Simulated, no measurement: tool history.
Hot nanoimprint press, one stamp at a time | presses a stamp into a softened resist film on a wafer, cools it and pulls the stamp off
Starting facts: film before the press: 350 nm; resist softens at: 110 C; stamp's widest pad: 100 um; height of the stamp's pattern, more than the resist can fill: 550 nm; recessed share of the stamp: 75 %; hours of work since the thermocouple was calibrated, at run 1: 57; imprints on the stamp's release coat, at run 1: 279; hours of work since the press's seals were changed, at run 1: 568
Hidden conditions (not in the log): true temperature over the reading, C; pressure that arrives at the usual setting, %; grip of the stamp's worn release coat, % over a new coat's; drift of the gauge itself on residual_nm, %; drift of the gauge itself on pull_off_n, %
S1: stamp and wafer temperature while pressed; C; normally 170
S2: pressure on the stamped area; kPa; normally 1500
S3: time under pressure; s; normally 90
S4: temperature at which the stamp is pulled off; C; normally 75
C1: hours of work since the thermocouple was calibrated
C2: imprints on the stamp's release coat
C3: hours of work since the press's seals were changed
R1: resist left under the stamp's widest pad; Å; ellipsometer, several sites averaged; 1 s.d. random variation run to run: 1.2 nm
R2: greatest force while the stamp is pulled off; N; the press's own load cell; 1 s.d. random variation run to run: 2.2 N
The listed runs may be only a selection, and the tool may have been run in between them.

run,day,S1,S2,S3,S4,C1,C2,C3,R1,R2
1,0.000,170,1500,90,75,57,279,568,1755,104
2,0.679,170,1500,90,75,68,320,579,1749,104
3,1.588,170,1500,90,75,83,375,594,1778,105
4,2.604,170,1500,90,75,99,437,610,1782,107
5,3.504,170,1500,90,61,114,492,625,1805,129
6,4.400,170,1500,90,79,128,546,640,1791,106
7,5.558,170,1500,90,79,147,617,658,1811,111
8,6.604,170,1150,90,75,164,680,675,2028,114
9,7.596,170,1100,90,75,180,740,692,2118,116
10,8.083,170,1100,90,63,188,770,700,2069,137
11,9.192,170,1500,150,75,207,837,718,1542,118
12,10.154,170,1500,150,75,222,896,733,1537,121
13,11.225,170,1500,90,75,240,961,751,1809,119
14,11.842,170,1500,90,75,250,998,761,1828,124
15,12.588,170,1500,90,75,262,1044,773,1823,119
16,13.138,161,1500,90,75,271,1077,782,2481,123
17,13.858,170,1650,140,75,282,1121,794,1523,131
18,14.767,170,1650,140,75,297,1176,808,1547,129
19,15.896,170,1500,58,75,316,1245,827,2101,132
20,17.004,170,1500,58,75,334,1312,845,2125,131
21,17.992,170,1500,90,71,350,1372,861,1873,141
22,18.500,168,1430,53,75,358,1403,869,2360,133
23,19.600,168,1190,150,65,376,1470,887,1947,149
24,20.496,170,1110,90,82,391,1524,902,2162,131
25,21.200,170,1110,90,82,402,1567,913,2170,132
26,22.025,170,1530,132,82,415,1617,927,1677,133
27,22.550,170,2250,100,75,424,1649,935,1503,144
28,23.688,170,1500,90,75,442,1718,954,1914,136
# day 24.583: plate thermocouple calibrated
29,24.812,170,1500,90,75,4,1779,970,1765,138
30,25.662,170,1450,90,75,18,1830,984,1832,142
31,26.567,159,1450,88,76,32,1885,998,2599,140

Alternative continuations, all from the tool just after run 31; predict every row:
A,27.421,181,1500,145,68,46,1937,1012,?,?
B,27.421,165,1450,116,67,46,1937,1012,?,?
C,27.421,159,1450,144,76,46,1937,1012,?,?

run,R1,R2
A,1004,151
B,2004,164
C,2344,143
The same runs, with their run-to-run variation unchanged, on a tool lacking any hidden condition would have given:
run,R1,R2
A,971,103
B,1951,111
C,2290,97
